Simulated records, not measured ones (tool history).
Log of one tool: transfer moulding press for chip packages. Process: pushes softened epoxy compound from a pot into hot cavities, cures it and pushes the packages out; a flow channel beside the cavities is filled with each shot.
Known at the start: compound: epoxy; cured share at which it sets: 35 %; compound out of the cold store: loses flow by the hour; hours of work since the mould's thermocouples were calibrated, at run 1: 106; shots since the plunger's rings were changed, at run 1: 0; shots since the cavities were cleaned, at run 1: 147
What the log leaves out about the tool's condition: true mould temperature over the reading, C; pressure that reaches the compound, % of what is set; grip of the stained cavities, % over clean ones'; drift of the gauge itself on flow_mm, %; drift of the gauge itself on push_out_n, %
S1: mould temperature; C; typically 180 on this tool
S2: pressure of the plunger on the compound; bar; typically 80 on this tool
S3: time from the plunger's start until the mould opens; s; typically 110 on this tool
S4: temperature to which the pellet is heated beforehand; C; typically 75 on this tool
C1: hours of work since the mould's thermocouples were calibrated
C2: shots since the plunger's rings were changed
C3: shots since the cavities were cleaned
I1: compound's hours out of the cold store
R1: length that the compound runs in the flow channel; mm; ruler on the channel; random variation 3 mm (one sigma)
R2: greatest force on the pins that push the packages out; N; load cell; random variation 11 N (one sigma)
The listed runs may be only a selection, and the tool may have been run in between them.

| run | day | S1 | S2 | S3 | S4 | C1 | C2 | C3 | I1 | R1 | R2 |
|---|---|---|---|---|---|---|---|---|---|---|---|
| 1 | 0 | 180 | 80 | 110 | 75 | 106 | 0 | 147 | 42.2 | 491 | 459 |
| 2 | 0.225 | 180 | 80 | 110 | 75 | 109 | 50 | 197 | 25.2 | 537 | 486 |
| 3 | 0.458 | 180 | 80 | 110 | 75 | 112 | 102 | 249 | 46.2 | 477 | 492 |
| 4 | 0.696 | 180 | 80 | 110 | 75 | 115 | 155 | 302 | 26.9 | 536 | 499 |
| 5 | 0.9 | 180 | 80 | 110 | 85 | 118 | 201 | 348 | 27.1 | 527 | 483 |
| 6 | 1.167 | 180 | 80 | 105 | 75 | 122 | 261 | 408 | 28.7 | 526 | 536 |
| 7 | 1.425 | 180 | 80 | 105 | 75 | 126 | 319 | 466 | 39.6 | 493 | 502 |
| 8 | 1.592 | 180 | 80 | 105 | 75 | 128 | 356 | 503 | 14.8 | 566 | 547 |
| 9 | 1.929 | 180 | 68 | 110 | 75 | 133 | 431 | 578 | 21.8 | 504 | 515 |
| 10 | 2.092 | 180 | 80 | 110 | 75 | 136 | 468 | 615 | 14.2 | 569 | 513 |
| 11 | 2.258 | 181 | 80 | 110 | 75 | 138 | 506 | 653 | 42.1 | 484 | 487 |
| 12 | 2.604 | 181 | 80 | 110 | 75 | 143 | 583 | 730 | 44.3 | 484 | 458 |
| 13 | 2.8 | 179 | 80 | 110 | 75 | 146 | 627 | 774 | 47.4 | 480 | 491 |
| 14 | 3.083 | 179 | 80 | 110 | 75 | 150 | 690 | 837 | 21.4 | 554 | 525 |

Predict the results of run 15:
| 15 | 3.417 | 179 | 80 | 110 | 75 | 155 | 765 | 912 | 20.9 | ? | ? |

R1: 550 mm
R2: 534 N
Without the tool's hidden state the same run would have given R1 550 mm, R2 527 N.

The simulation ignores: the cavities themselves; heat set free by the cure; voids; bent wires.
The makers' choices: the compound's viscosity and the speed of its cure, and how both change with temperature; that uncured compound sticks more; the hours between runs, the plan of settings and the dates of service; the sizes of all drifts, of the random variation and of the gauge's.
